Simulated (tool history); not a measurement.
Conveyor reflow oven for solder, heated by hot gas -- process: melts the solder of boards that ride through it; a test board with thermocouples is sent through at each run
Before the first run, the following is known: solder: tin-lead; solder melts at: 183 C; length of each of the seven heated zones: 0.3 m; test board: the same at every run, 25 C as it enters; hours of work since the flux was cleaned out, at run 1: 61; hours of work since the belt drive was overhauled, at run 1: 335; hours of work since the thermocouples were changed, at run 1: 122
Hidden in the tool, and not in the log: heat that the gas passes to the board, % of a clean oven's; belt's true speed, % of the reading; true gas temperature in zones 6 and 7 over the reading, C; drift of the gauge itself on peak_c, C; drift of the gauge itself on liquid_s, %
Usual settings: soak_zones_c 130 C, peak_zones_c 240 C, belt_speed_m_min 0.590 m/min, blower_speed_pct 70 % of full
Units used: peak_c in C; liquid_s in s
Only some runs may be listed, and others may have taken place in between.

run,hour,soak_zones_c,peak_zones_c,belt_speed_m_min,blower_speed_pct,hours of work since the flux was cleaned out,hours of work since the belt drive was overhauled,hours of work since the thermocouples were changed,peak_c,liquid_s
1,0.0,130,240,0.590,70,61,335,122,217.6,43.2
2,32.5,130,240,0.590,70,81,355,141,217.5,43.7
3,84.5,120,240,0.590,70,112,386,172,215.4,39.4
4,115.7,130,240,0.590,68,130,405,191,216.7,42.5
5,163.3,130,240,0.472,70,159,433,219,225.3,61.0
6,200.3,130,240,0.655,70,181,455,242,212.7,35.4
7,237.9,130,240,0.655,70,204,478,264,213.0,35.8
8,292.3,130,240,0.590,70,236,510,297,217.4,42.9
9,328.5,130,240,0.590,70,258,532,318,216.9,42.9
10,380.3,130,240,0.590,66,289,563,349,215.3,41.6
11,416.9,130,240,0.590,66,311,585,371,215.5,41.6
# hour 426.1: flux residue cleaned out of gas plates and filters
12,469.1,130,240,0.590,70,26,613,400,218.5,44.1
13,511.8,130,240,0.590,70,51,639,425,218.5,44.0
14,535.6,130,240,0.687,74,66,653,439,213.4,34.5
15,565.6,134,242,0.533,50,84,671,457,216.5,48.1
16,604.2,134,242,0.533,50,107,694,481,216.9,48.2
17,628.0,134,242,0.533,50,121,709,495,216.7,47.9
18,661.2,134,242,0.533,50,141,728,515,216.6,48.3
19,703.7,120,233,0.627,68,166,754,540,206.9,30.8
20,746.0,120,233,0.627,68,192,779,566,206.8,30.8
21,769.1,120,233,0.627,68,205,793,579,206.6,30.5
22,806.4,120,233,0.627,68,228,815,602,206.5,30.5
23,835.8,130,249,0.590,69,245,833,619,225.0,47.9
24,877.2,142,239,0.529,54,270,858,644,217.5,52.1
25,899.6,140,240,0.590,70,284,871,658,219.7,47.7

Branching from run 25: 5 alternative next runs. What would each branch give?
A,941.4,140,240,0.646,73,309,896,683,?,?
B,941.4,120,240,0.595,67,309,896,683,?,?
C,941.4,130,242,0.521,70,309,896,683,?,?
D,941.4,140,247,0.475,70,309,896,683,?,?
E,941.4,140,240,0.590,70,309,896,683,?,?

run,peak_c,liquid_s
A,217.1,41.7
B,214.2,38.2
C,223.7,54.1
D,233.3,68.2
E,219.7,47.6
What these runs would have given with no unlogged condition in the tool:
run,peak_c,liquid_s
A,217.9,42.0
B,215.1,38.6
C,224.4,54.1
D,233.7,67.8
E,220.4,47.7
